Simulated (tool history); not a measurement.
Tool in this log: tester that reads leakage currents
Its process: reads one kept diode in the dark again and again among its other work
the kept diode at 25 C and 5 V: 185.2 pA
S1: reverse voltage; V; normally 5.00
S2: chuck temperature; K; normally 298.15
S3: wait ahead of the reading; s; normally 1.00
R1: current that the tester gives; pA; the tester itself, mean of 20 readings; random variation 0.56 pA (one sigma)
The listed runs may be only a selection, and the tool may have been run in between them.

run,hour,S1,S2,S3,R1
1,0.0,5.00,298.15,1.00,189.23
2,32.1,5.00,298.15,1.00,188.29
3,102.5,5.00,298.15,1.00,188.24
4,162.9,5.00,298.15,1.00,188.00
5,197.3,5.00,298.15,1.00,186.88
6,251.1,5.00,298.15,0.52,187.80
7,284.9,5.00,319.15,1.00,1036.35
8,316.7,5.00,319.15,1.00,1039.31
9,363.7,5.00,319.15,1.00,1036.48
10,428.2,7.05,319.15,1.00,1188.28
11,484.1,5.00,298.15,1.00,184.32
12,546.6,5.00,298.15,1.00,182.60
13,582.5,5.00,298.15,1.00,183.04
14,641.2,5.00,298.15,1.00,181.72
15,705.4,5.00,298.15,1.00,181.74
16,753.4,5.00,298.15,1.00,181.89
17,787.1,5.00,298.15,1.00,181.36
18,849.3,5.02,297.15,5.19,165.16
19,916.6,1.95,301.15,3.16,153.98
20,977.7,3.00,300.15,0.75,169.98
21,1032.2,5.00,298.15,5.14,178.31
22,1079.9,12.06,310.15,5.14,704.46
23,1119.1,12.06,310.15,5.14,704.60
24,1184.4,1.60,296.15,4.82,89.89
25,1239.1,1.60,296.15,4.82,89.64
26,1277.4,1.60,296.15,4.82,88.47
27,1306.8,18.20,317.15,1.63,1444.04
28,1358.4,18.20,296.15,1.56,275.91
29,1411.6,18.20,309.15,1.56,771.43
30,1457.7,2.78,330.15,1.27,1739.26
31,1515.9,2.78,330.15,1.27,1725.99

Results for each run, recomputed without the tool's hidden state and with each run's random variation untouched:
The tool's hidden condition here consists of: stray current of the dirty probe card, pA a volt; current scale over the true one, %; true chuck temperature over the reading, C; drift of the gauge itself on leakage_pa, %.
run,R1
1,186.74
2,186.08
3,186.72
4,187.13
5,186.35
6,187.88
7,1066.88
8,1072.05
9,1072.26
10,1232.56
11,186.75
12,185.63
13,186.43
14,185.60
15,186.17
16,186.87
17,186.67
18,169.91
19,164.11
20,180.19
21,186.02
22,747.94
23,749.83
24,96.80
25,96.89
26,95.84
27,1561.67
28,267.67
29,822.74
30,1928.35
31,1920.75
